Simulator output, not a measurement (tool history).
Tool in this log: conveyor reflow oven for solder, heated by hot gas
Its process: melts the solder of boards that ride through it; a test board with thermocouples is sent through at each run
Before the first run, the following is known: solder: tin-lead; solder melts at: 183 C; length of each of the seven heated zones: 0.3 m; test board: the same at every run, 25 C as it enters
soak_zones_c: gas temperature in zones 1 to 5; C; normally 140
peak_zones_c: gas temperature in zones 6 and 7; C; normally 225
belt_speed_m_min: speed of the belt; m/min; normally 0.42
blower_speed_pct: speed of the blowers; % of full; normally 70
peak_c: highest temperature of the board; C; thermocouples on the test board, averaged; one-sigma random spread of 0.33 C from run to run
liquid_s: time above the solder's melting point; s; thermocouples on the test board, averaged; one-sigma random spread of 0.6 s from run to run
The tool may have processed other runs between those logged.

Run 1, hour 0: usual settings. Result: peak_c 207.9 C, liquid_s 54.4 s.
At hour 24.9: flux residue cleaned out of gas plates and filters.
Run 2, hour 25.5: usual settings. Result: peak_c 207.9 C, liquid_s 54.2 s.
Run 3, hour 38.9: usual settings. Result: peak_c 207.9 C, liquid_s 55.3 s.
Run 4, hour 60.3: usual settings. Result: peak_c 207.8 C, liquid_s 53.8 s.
Run 5, hour 78.7: usual settings but belt_speed_m_min 0.428 m/min. Result: peak_c 207.2 C, liquid_s 52.9 s.
Run 6, hour 99.4: usual settings but soak_zones_c 154 C, peak_zones_c 222 C, belt_speed_m_min 0.428 m/min. Result: peak_c 207.2 C, liquid_s 60 s.
Run 7, hour 123.4: usual settings but soak_zones_c 143 C. Result: peak_c 207.8 C, liquid_s 57.6 s.
Run 8, hour 137.9: usual settings but blower_speed_pct 77 % of full. Result: peak_c 209.4 C, liquid_s 57.7 s.
Run 9, hour 153.3: usual settings but peak_zones_c 219 C, belt_speed_m_min 0.464 m/min, blower_speed_pct 69 % of full. Result: peak_c 199.4 C, liquid_s 39.2 s.
Run 10, hour 172.5: usual settings but soak_zones_c 137 C, peak_zones_c 216 C, belt_speed_m_min 0.351 m/min, blower_speed_pct 82 % of full. Result: peak_c 207 C, liquid_s 68.2 s.

3 options for the next run, each taken on its own from the tool as it stands now. Forecast them:
Run A, hour 192.8: usual settings but peak_zones_c 219 C, belt_speed_m_min 0.423 m/min, blower_speed_pct 83 % of full. Result: peak_c ?, liquid_s ?.
Run B, hour 192.8: usual settings but blower_speed_pct 65 % of full. Result: peak_c ?, liquid_s ?.
Run C, hour 192.8: usual settings but peak_zones_c 238 C, belt_speed_m_min 0.442 m/min, blower_speed_pct 84 % of full. Result: peak_c ?, liquid_s ?.

run  peak_c  liquid_s
  A   205.7      53.8
  B   206.6      52.4
  C   220.2      63.1
Take away the tool's hidden state, keep each run's random variation, and the runs would have read:
run  peak_c  liquid_s
  A   205.7      53.8
  B   206.6      52.4
  C   220.2      63.1
